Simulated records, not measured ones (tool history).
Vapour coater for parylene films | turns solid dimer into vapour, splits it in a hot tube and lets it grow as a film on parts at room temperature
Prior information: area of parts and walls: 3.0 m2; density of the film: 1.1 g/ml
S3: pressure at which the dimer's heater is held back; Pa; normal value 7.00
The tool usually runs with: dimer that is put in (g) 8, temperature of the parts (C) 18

{"run": 1, "hour": 0.0, "dimer that is put in (g)": 8, "temperature of the parts (C)": 18, "S3": 7.0, "thickness of the film (um)": 1.286}
{"run": 2, "hour": 63.6, "dimer that is put in (g)": 8, "temperature of the parts (C)": 12, "S3": 7.0, "thickness of the film (um)": 1.385}
{"hour": 88.6, "done": "trap's valve overhauled"}
{"run": 3, "hour": 114.5, "dimer that is put in (g)": 8, "temperature of the parts (C)": 12, "S3": 7.0, "thickness of the film (um)": 1.356}
{"run": 4, "hour": 162.7, "dimer that is put in (g)": 8, "temperature of the parts (C)": 12, "S3": 7.0, "thickness of the film (um)": 1.32}
{"run": 5, "hour": 216.5, "dimer that is put in (g)": 5, "temperature of the parts (C)": 18, "S3": 7.0, "thickness of the film (um)": 0.765}
{"run": 6, "hour": 290.5, "dimer that is put in (g)": 8, "temperature of the parts (C)": 25, "S3": 7.0, "thickness of the film (um)": 1.071}
{"run": 7, "hour": 344.9, "dimer that is put in (g)": 8, "temperature of the parts (C)": 18, "S3": 7.0, "thickness of the film (um)": 1.164}
{"run": 8, "hour": 388.0, "dimer that is put in (g)": 3, "temperature of the parts (C)": 18, "S3": 7.0, "thickness of the film (um)": 0.44}
{"hour": 439.5, "done": "trap's valve overhauled, once more"}
{"run": 9, "hour": 453.3, "dimer that is put in (g)": 3, "temperature of the parts (C)": 18, "S3": 7.0, "thickness of the film (um)": 0.531}
{"run": 10, "hour": 494.1, "dimer that is put in (g)": 3, "temperature of the parts (C)": 18, "S3": 7.0, "thickness of the film (um)": 0.525}
{"run": 11, "hour": 535.9, "dimer that is put in (g)": 8, "temperature of the parts (C)": 18, "S3": 7.0, "thickness of the film (um)": 1.387}
{"run": 12, "hour": 586.6, "dimer that is put in (g)": 5, "temperature of the parts (C)": 18, "S3": 7.0, "thickness of the film (um)": 0.863}
{"run": 13, "hour": 652.3, "dimer that is put in (g)": 5, "temperature of the parts (C)": 18, "S3": 7.0, "thickness of the film (um)": 0.856}
{"run": 14, "hour": 722.9, "dimer that is put in (g)": 5, "temperature of the parts (C)": 18, "S3": 7.0, "thickness of the film (um)": 0.84}
{"run": 15, "hour": 774.3, "dimer that is put in (g)": 5, "temperature of the parts (C)": 18, "S3": 7.0, "thickness of the film (um)": 0.834}
{"run": 16, "hour": 840.9, "dimer that is put in (g)": 5, "temperature of the parts (C)": 18, "S3": 7.0, "thickness of the film (um)": 0.816}
{"run": 17, "hour": 916.1, "dimer that is put in (g)": 8, "temperature of the parts (C)": 18, "S3": 4.23, "thickness of the film (um)": 1.351}
{"run": 18, "hour": 953.8, "dimer that is put in (g)": 8, "temperature of the parts (C)": 18, "S3": 7.0, "thickness of the film (um)": 1.288}
{"run": 19, "hour": 992.4, "dimer that is put in (g)": 8, "temperature of the parts (C)": 18, "S3": 7.0, "thickness of the film (um)": 1.273}
{"hour": 1025.1, "done": "trap's valve overhauled"}
{"run": 20, "hour": 1070.2, "dimer that is put in (g)": 8, "temperature of the parts (C)": 18, "S3": 7.0, "thickness of the film (um)": 1.393}
{"run": 21, "hour": 1111.3, "dimer that is put in (g)": 8, "temperature of the parts (C)": 18, "S3": 7.0, "thickness of the film (um)": 1.373}
{"run": 22, "hour": 1152.4, "dimer that is put in (g)": 8, "temperature of the parts (C)": 19, "S3": 7.0, "thickness of the film (um)": 1.341}
{"run": 23, "hour": 1196.7, "dimer that is put in (g)": 8, "temperature of the parts (C)": 19, "S3": 7.0, "thickness of the film (um)": 1.333}
{"run": 24, "hour": 1235.8, "dimer that is put in (g)": 8, "temperature of the parts (C)": 19, "S3": 7.0, "thickness of the film (um)": 1.345}
{"run": 25, "hour": 1275.1, "dimer that is put in (g)": 13, "temperature of the parts (C)": 29, "S3": 3.49, "thickness of the film (um)": 1.975}
{"run": 26, "hour": 1317.3, "dimer that is put in (g)": 13, "temperature of the parts (C)": 29, "S3": 3.49, "thickness of the film (um)": 1.943}
{"run": 27, "hour": 1359.8, "dimer that is put in (g)": 3, "temperature of the parts (C)": 16, "S3": 3.49, "thickness of the film (um)": 0.552}
{"run": 28, "hour": 1437.1, "dimer that is put in (g)": 7, "temperature of the parts (C)": 20, "S3": 8.18, "thickness of the film (um)": 1.095}
{"run": 29, "hour": 1517.2, "dimer that is put in (g)": 6, "temperature of the parts (C)": 23, "S3": 4.76, "thickness of the film (um)": 0.925}
{"run": 30, "hour": 1596.3, "dimer that is put in (g)": 4, "temperature of the parts (C)": 18, "S3": 7.78, "thickness of the film (um)": 0.64}
{"hour": 1613.8, "done": "trap's valve overhauled"}
{"run": 31, "hour": 1659.0, "dimer that is put in (g)": 4, "temperature of the parts (C)": 18, "S3": 7.78, "thickness of the film (um)": 0.7}
{"run": 32, "hour": 1711.8, "dimer that is put in (g)": 4, "temperature of the parts (C)": 18, "S3": 7.78, "thickness of the film (um)": 0.672}
{"run": 33, "hour": 1773.4, "dimer that is put in (g)": 10, "temperature of the parts (C)": 18, "S3": 7.0, "thickness of the film (um)": 1.702}
{"run": 34, "hour": 1830.9, "dimer that is put in (g)": 6, "temperature of the parts (C)": 18, "S3": 7.77, "thickness of the film (um)": 1.012}
{"run": 35, "hour": 1907.8, "dimer that is put in (g)": 3, "temperature of the parts (C)": 18, "S3": 5.75, "thickness of the film (um)": 0.51}
{"run": 36, "hour": 1953.8, "dimer that is put in (g)": 3, "temperature of the parts (C)": 18, "S3": 11.15, "thickness of the film (um)": 0.465}
{"run": 37, "hour": 2005.1, "dimer that is put in (g)": 12, "temperature of the parts (C)": 18, "S3": 8.04, "thickness of the film (um)": 1.938}
{"run": 38, "hour": 2054.3, "dimer that is put in (g)": 8, "temperature of the parts (C)": 18, "S3": 2.68, "thickness of the film (um)": 1.405}
{"run": 39, "hour": 2097.6, "dimer that is put in (g)": 8, "temperature of the parts (C)": 18, "S3": 2.68, "thickness of the film (um)": 1.389}
{"run": 40, "hour": 2137.2, "dimer that is put in (g)": 8, "temperature of the parts (C)": 18, "S3": 2.68, "thickness of the film (um)": 1.387}
{"run": 41, "hour": 2173.6, "dimer that is put in (g)": 5, "temperature of the parts (C)": 18, "S3": 7.69, "thickness of the film (um)": 0.786}
{"hour": 2199.5, "done": "trap's valve overhauled"}
{"run": 42, "hour": 2230.6, "dimer that is put in (g)": 5, "temperature of the parts (C)": 27, "S3": 8.33, "thickness of the film (um)": 0.749}
{"run": 43, "hour": 2301.0, "dimer that is put in (g)": 8, "temperature of the parts (C)": 18, "S3": 2.18, "thickness of the film (um)": 1.509}
{"run": 44, "hour": 2373.0, "dimer that is put in (g)": 8, "temperature of the parts (C)": 21, "S3": 3.06, "thickness of the film (um)": 1.398}
{"hour": 2416.6, "done": "table's thermometer calibrated"}
{"run": 45, "hour": 2422.5, "dimer that is put in (g)": 7, "temperature of the parts (C)": 25, "S3": 2.31, "thickness of the film (um)": 1.171}
{"run": 46, "hour": 2497.3, "dimer that is put in (g)": 7, "temperature of the parts (C)": 25, "S3": 2.31, "thickness of the film (um)": 1.159}

Below are 3 alternative next runs, each starting from the tool's condition after run 46. Predict each:
{"run": "A", "hour": 2536.3, "dimer that is put in (g)": 7, "temperature of the parts (C)": 14, "S3": 5.1, "thickness of the film (um)": "?"}
{"run": "B", "hour": 2536.3, "dimer that is put in (g)": 11, "temperature of the parts (C)": 28, "S3": 2.31, "thickness of the film (um)": "?"}
{"run": "C", "hour": 2536.3, "dimer that is put in (g)": 7, "temperature of the parts (C)": 25, "S3": 11.05, "thickness of the film (um)": "?"}

run=A thickness_of_the_film_(um)=1.279
run=B thickness_of_the_film_(um)=1.753
run=C thickness_of_the_film_(um)=1.015
Had the tool no hidden state, the same runs would have come out as:
run=A thickness_of_the_film_(um)=1.352
run=B thickness_of_the_film_(um)=1.852
run=C thickness_of_the_film_(um)=1.073

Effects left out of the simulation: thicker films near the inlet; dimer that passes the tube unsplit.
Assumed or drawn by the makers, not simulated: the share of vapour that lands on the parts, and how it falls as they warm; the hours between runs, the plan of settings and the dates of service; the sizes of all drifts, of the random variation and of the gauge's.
